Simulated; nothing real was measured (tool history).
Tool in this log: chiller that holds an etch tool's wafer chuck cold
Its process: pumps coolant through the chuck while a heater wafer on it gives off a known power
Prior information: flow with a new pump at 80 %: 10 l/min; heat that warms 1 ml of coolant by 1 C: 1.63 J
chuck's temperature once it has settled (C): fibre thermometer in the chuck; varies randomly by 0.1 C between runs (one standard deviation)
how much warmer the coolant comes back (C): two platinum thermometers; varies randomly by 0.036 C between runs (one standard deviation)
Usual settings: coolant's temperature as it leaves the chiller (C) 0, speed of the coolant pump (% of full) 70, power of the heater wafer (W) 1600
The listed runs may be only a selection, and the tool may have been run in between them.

run,day,coolant's temperature as it leaves the chiller (C),speed of the coolant pump (% of full),power of the heater wafer (W),chuck's temperature once it has settled (C),how much warmer the coolant comes back (C)
1,0,0,70,1600,16.8,7.19
2,6.983,0,70,1222,13.3,5.52
3,13.875,0,70,1222,13.2,5.56
4,18.817,0,70,1222,13.3,5.52
5,25.771,0,70,1600,17.4,7.18
6,32.321,0,70,1600,17.5,7.27
7,37.942,0,70,1600,17.8,7.37
8,46.904,0,70,1600,17.7,7.3
9,54.05,0,70,1600,17.9,7.4
10,61.592,0,70,1240,14,5.73
11,70.5,0,70,1240,14.3,5.79
12,79.479,0,70,1240,14.5,5.85
13,83.112,0,70,1240,14.4,5.77
14,87.2,0,70,1009,11.7,4.67
15,94.058,0,70,1009,12,4.71
16,98.304,0,80,1600,16.9,6.59
# day 99.838: chiller's thermometer calibrated
17,105.85,0,80,1600,16.7,6.55
18,114.7,0,80,1600,16.9,6.63
# day 115.479: coolant pump overhauled
19,119.029,5,84,2331,30.2,9.92
20,126.017,5,84,2331,30.2,9.95
# day 129.842: coolant pump overhauled, once more
21,130.688,7,70,1963,28.1,8.27
22,137.571,4,76,934,13.5,3.63
23,142.396,4,76,934,13.8,3.61
24,147.4,-6,76,953,4,3.71
25,153,-3,70,848,6.4,3.63
26,157.308,2,70,1638,20,7.03
27,162.7,-5,70,1600,12.7,6.83
28,170.779,-6,99,1955,10.7,6.04
29,176.867,7,70,1600,25.1,6.85
30,185.275,1,61,1600,21.3,7.91
31,193.954,1,61,1600,21.5,7.91
32,200,1,61,1600,21.5,7.92

Alternative continuations, all from the tool just after run 32; predict every row:
A,204.262,4,89,994,?,?
B,204.262,-1,76,1725,?,?
C,204.262,1,68,1600,?,?

run,chuck's temperature once it has settled (C),how much warmer the coolant comes back (C)
A,13.7,3.48
B,17.7,6.89
C,19.9,7.09
Had the tool no hidden state, the same runs would have come out as:
run,chuck's temperature once it has settled (C),how much warmer the coolant comes back (C)
A,11.8,3.37
B,14.3,6.66
C,16.4,6.85

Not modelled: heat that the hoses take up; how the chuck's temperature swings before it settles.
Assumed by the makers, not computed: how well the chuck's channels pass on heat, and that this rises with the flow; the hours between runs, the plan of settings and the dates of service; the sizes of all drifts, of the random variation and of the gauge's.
